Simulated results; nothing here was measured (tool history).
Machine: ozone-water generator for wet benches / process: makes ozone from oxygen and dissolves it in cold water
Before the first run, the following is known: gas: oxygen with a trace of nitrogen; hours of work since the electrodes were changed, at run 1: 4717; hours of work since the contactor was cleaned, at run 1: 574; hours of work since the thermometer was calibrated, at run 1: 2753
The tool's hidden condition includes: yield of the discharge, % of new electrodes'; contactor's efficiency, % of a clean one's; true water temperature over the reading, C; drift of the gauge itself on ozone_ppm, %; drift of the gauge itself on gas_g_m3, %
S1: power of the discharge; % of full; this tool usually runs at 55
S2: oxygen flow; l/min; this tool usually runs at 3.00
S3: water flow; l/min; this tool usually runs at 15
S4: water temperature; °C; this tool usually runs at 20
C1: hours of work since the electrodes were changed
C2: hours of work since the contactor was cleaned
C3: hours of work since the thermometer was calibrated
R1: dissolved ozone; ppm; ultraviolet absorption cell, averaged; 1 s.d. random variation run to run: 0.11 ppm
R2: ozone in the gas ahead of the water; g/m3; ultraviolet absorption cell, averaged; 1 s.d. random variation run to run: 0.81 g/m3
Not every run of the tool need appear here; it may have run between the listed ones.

{"run": 1, "hour": 0.0, "S1": 55, "S2": 3.0, "S3": 15, "S4": 20, "C1": 4717, "C2": 574, "C3": 2753, "R1": 7.9, "R2": 113.5}
{"run": 2, "hour": 105.0, "S1": 55, "S2": 3.0, "S3": 15, "S4": 20, "C1": 4817, "C2": 674, "C3": 2853, "R1": 7.9, "R2": 114.1}
{"run": 3, "hour": 199.9, "S1": 55, "S2": 3.0, "S3": 15, "S4": 20, "C1": 4907, "C2": 764, "C3": 2943, "R1": 8.2, "R2": 114.2}
{"run": 4, "hour": 318.8, "S1": 55, "S2": 3.0, "S3": 15, "S4": 20, "C1": 5020, "C2": 877, "C3": 3056, "R1": 8.0, "R2": 113.2}
{"run": 5, "hour": 448.8, "S1": 55, "S2": 3.0, "S3": 17, "S4": 20, "C1": 5144, "C2": 1001, "C3": 3180, "R1": 7.1, "R2": 113.9}
{"hour": 502.4, "done": "water thermometer calibrated"}
{"run": 6, "hour": 550.2, "S1": 55, "S2": 1.95, "S3": 15, "S4": 20, "C1": 5239, "C2": 1097, "C3": 45, "R1": 7.4, "R2": 135.0}
{"run": 7, "hour": 628.5, "S1": 55, "S2": 1.95, "S3": 15, "S4": 23, "C1": 5314, "C2": 1171, "C3": 120, "R1": 7.1, "R2": 134.9}
{"run": 8, "hour": 755.6, "S1": 55, "S2": 3.0, "S3": 15, "S4": 20, "C1": 5435, "C2": 1292, "C3": 241, "R1": 7.8, "R2": 114.0}
{"run": 9, "hour": 858.2, "S1": 55, "S2": 3.0, "S3": 15, "S4": 20, "C1": 5532, "C2": 1390, "C3": 338, "R1": 8.1, "R2": 112.9}
{"hour": 870.1, "done": "contactor cleaned"}
{"run": 10, "hour": 986.3, "S1": 55, "S2": 3.0, "S3": 15, "S4": 20, "C1": 5650, "C2": 110, "C3": 456, "R1": 8.0, "R2": 112.7}
{"run": 11, "hour": 1137.3, "S1": 48, "S2": 3.91, "S3": 19, "S4": 18, "C1": 5794, "C2": 254, "C3": 600, "R1": 6.2, "R2": 94.2}
{"run": 12, "hour": 1285.4, "S1": 48, "S2": 3.91, "S3": 19, "S4": 18, "C1": 5935, "C2": 395, "C3": 741, "R1": 5.8, "R2": 93.4}
{"run": 13, "hour": 1381.3, "S1": 48, "S2": 3.91, "S3": 9, "S4": 13, "C1": 6026, "C2": 486, "C3": 832, "R1": 13.6, "R2": 93.0}
{"run": 14, "hour": 1488.5, "S1": 48, "S2": 3.91, "S3": 10, "S4": 13, "C1": 6128, "C2": 588, "C3": 934, "R1": 12.3, "R2": 91.6}
{"run": 15, "hour": 1595.6, "S1": 52, "S2": 2.25, "S3": 15, "S4": 25, "C1": 6230, "C2": 690, "C3": 1036, "R1": 6.5, "R2": 120.3}
{"hour": 1635.7, "done": "contactor cleaned, once more"}
{"run": 16, "hour": 1683.9, "S1": 55, "S2": 1.76, "S3": 15, "S4": 28, "C1": 6310, "C2": 46, "C3": 1116, "R1": 6.3, "R2": 137.3}
{"run": 17, "hour": 1815.9, "S1": 67, "S2": 1.76, "S3": 15, "S4": 28, "C1": 6436, "C2": 171, "C3": 1242, "R1": 7.0, "R2": 154.0}
{"run": 18, "hour": 1913.9, "S1": 67, "S2": 3.09, "S3": 11, "S4": 28, "C1": 6529, "C2": 265, "C3": 1335, "R1": 10.6, "R2": 121.5}
{"run": 19, "hour": 2036.9, "S1": 55, "S2": 3.0, "S3": 15, "S4": 19, "C1": 6646, "C2": 382, "C3": 1452, "R1": 7.9, "R2": 110.2}
{"run": 20, "hour": 2167.3, "S1": 55, "S2": 4.16, "S3": 15, "S4": 20, "C1": 6770, "C2": 506, "C3": 1576, "R1": 8.4, "R2": 95.5}

Below are 3 alternative next runs, each starting from the tool's condition after run 20. Predict each:
{"run": "A", "hour": 2297.4, "S1": 99, "S2": 4.52, "S3": 15, "S4": 19, "C1": 6893, "C2": 629, "C3": 1700, "R1": "?", "R2": "?"}
{"run": "B", "hour": 2297.4, "S1": 86, "S2": 2.38, "S3": 15, "S4": 22, "C1": 6893, "C2": 629, "C3": 1700, "R1": "?", "R2": "?"}
{"run": "C", "hour": 2297.4, "S1": 55, "S2": 3.0, "S3": 11, "S4": 20, "C1": 6893, "C2": 629, "C3": 1700, "R1": "?", "R2": "?"}

run=A R1=11.4 R2=124.2
run=B R1=9.1 R2=150.8
run=C R1=10.7 R2=109.4
With no hidden state in the tool, these same runs would have given:
run=A R1=14.1 R2=153.1
run=B R1=11.1 R2=183.3
run=C R1=12.5 R2=127.3
